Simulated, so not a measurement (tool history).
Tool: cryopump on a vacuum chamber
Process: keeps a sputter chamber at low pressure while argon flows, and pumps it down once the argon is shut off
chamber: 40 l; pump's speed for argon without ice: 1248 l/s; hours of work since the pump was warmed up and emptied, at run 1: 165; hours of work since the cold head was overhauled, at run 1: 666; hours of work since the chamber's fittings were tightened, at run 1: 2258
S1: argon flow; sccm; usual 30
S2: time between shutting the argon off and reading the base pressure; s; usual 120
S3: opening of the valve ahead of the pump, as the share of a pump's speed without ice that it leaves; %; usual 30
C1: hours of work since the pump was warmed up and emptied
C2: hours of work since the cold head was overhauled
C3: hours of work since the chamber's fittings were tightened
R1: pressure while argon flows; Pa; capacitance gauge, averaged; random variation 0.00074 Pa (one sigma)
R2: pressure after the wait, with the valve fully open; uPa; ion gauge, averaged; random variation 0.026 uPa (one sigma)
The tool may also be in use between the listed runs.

run,day,S1,S2,S3,C1,C2,C3,R1,R2
1,0.000,30,120,30,165,666,2258,0.1370,2.47
2,1.458,30,120,30,181,682,2274,0.1387,2.44
3,2.979,30,120,30,197,699,2291,0.1386,2.51
4,3.942,30,120,30,208,709,2302,0.1394,2.49
5,5.488,30,120,30,225,726,2319,0.1389,2.51
6,6.350,30,120,30,234,736,2328,0.1374,2.59
7,7.875,58,120,30,251,752,2345,0.2672,2.54
8,9.229,58,120,30,266,767,2360,0.2684,2.57
9,10.671,30,120,30,281,783,2375,0.1386,2.64
10,11.912,30,120,30,295,797,2389,0.1383,2.59
11,12.817,30,120,30,305,807,2399,0.1403,2.61
12,14.550,30,120,30,324,826,2418,0.1400,2.72
13,16.029,30,120,28,340,842,2434,0.1496,2.65
14,16.833,30,120,28,349,851,2443,0.1503,2.69
15,18.175,30,143,30,364,865,2457,0.1402,2.54
16,19.529,30,143,30,378,880,2472,0.1406,2.54
17,21.121,30,120,30,396,898,2490,0.1405,2.61
18,22.558,33,81,17,412,913,2506,0.2694,3.12
19,23.838,38,120,30,426,927,2519,0.1783,2.81
20,25.508,38,120,19,444,946,2538,0.2782,2.77
21,26.758,38,120,19,458,959,2551,0.2785,2.86
22,28.279,51,120,18,474,976,2568,0.3973,2.93
23,29.833,53,120,60,491,993,2585,0.1309,2.83
# day 30.129: pump warmed up, emptied and cooled again
24,31.596,53,31,60,16,1010,2602,0.1207,4.91
25,33.033,27,56,30,32,1026,2618,0.1241,3.54
26,34.754,27,56,30,51,1045,2637,0.1232,3.62
27,35.783,30,55,36,62,1056,2648,0.1138,3.60
28,37.338,57,28,41,79,1073,2665,0.1933,5.37
29,38.204,43,30,21,88,1082,2675,0.2789,5.05
30,39.300,43,30,21,100,1094,2687,0.2798,5.25
31,40.362,43,30,21,112,1106,2698,0.2787,5.21
32,41.754,43,30,21,127,1121,2713,0.2815,5.21
33,42.883,14,34,16,140,1134,2726,0.1195,4.84

Some steps in R1 between neighbouring runs. How much of each would the tool show without its hidden state too (settings, what came in, random variation), and how much is left for the hidden state, with any gauge scatter that isn't in both results?
The hidden state here: pump's speed, % of a pump's without ice; cold plate's temperature, K; leak into the chamber, uPa l/s; drift of the gauge itself on working_pa, %; drift of the gauge itself on base_upa, %.
Run 6 -> 7: S1 30 -> 58. R1 +0.1298 Pa: hidden state +0.0036, all else +0.1262.
Run 8 -> 9: S1 58 -> 30. R1 -0.1298 Pa: hidden state -0.0033, all else -0.1265.
Run 22 -> 23: S1 51 -> 53, S3 18 -> 60. R1 -0.2664 Pa: hidden state +0.0008, all else -0.2672.
Run 23 -> 24: S2 120 -> 31, pump warmed up, emptied and cooled again. R1 -0.0102 Pa: hidden state -0.0108, all else +0.0006.
Run 32 -> 33: S1 43 -> 14, S2 30 -> 34, S3 21 -> 16. R1 -0.1620 Pa: hidden state -0.0019, all else -0.1601.
